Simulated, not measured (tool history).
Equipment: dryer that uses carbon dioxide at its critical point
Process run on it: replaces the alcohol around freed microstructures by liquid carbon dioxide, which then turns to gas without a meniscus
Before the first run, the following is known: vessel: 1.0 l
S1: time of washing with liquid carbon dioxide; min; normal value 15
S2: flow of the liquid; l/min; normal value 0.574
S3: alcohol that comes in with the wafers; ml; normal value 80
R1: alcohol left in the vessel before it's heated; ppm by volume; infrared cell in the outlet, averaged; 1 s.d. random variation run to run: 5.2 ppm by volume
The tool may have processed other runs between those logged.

run 1 hour=0 | S1=15 S2=0.574 S3=80 | R1=141
run 2 hour=28.5 | S1=15 S2=0.574 S3=80 | R1=144
run 3 hour=50.7 | S1=15 S2=0.574 S3=80 | R1=160
run 4 hour=77.4 | S1=15 S2=0.574 S3=80 | R1=173
run 5 hour=123.2 | S1=15 S2=0.463 S3=80 | R1=503
-- hour=156.2 inlet filter changed
run 6 hour=179.5 | S1=15 S2=0.463 S3=80 | R1=427
run 7 hour=225.3 | S1=15 S2=0.501 S3=80 | R1=331
run 8 hour=264.8 | S1=15 S2=0.501 S3=80 | R1=347
run 9 hour=287.4 | S1=15 S2=0.501 S3=80 | R1=364
run 10 hour=338.4 | S1=18 S2=0.501 S3=80 | R1=206
run 11 hour=380.4 | S1=16 S2=0.574 S3=44 | R1=172
run 12 hour=425 | S1=17 S2=0.352 S3=22 | R1=391
-- hour=441.2 inlet filter changed
run 13 hour=464.5 | S1=15 S2=0.369 S3=88 | R1=1273
run 14 hour=515.6 | S1=15 S2=0.369 S3=88 | R1=1363
run 15 hour=551.7 | S1=15 S2=0.369 S3=88 | R1=1421
run 16 hour=582.2 | S1=15 S2=0.437 S3=51 | R1=512
run 17 hour=612.7 | S1=10 S2=0.437 S3=43 | R1=1796
run 18 hour=639 | S1=21 S2=0.737 S3=58 | R1=189
run 19 hour=673.2 | S1=21 S2=0.574 S3=47 | R1=193

Consider 3 possible next runs. They are alternatives, not a sequence: every one starts from the tool as it was left by run 19. What does each give?
run A hour=704.8 | S1=21 S2=0.35 S3=67 | R1=?
run B hour=704.8 | S1=24 S2=0.574 S3=75 | R1=?
run C hour=704.8 | S1=21 S2=0.574 S3=92 | R1=?

run=A R1=500
run=B R1=196
run=C R1=221
Stripped of hidden state, with their random variation kept, the same runs would have yielded:
run=A R1=209
run=B R1=5
run=C R1=22

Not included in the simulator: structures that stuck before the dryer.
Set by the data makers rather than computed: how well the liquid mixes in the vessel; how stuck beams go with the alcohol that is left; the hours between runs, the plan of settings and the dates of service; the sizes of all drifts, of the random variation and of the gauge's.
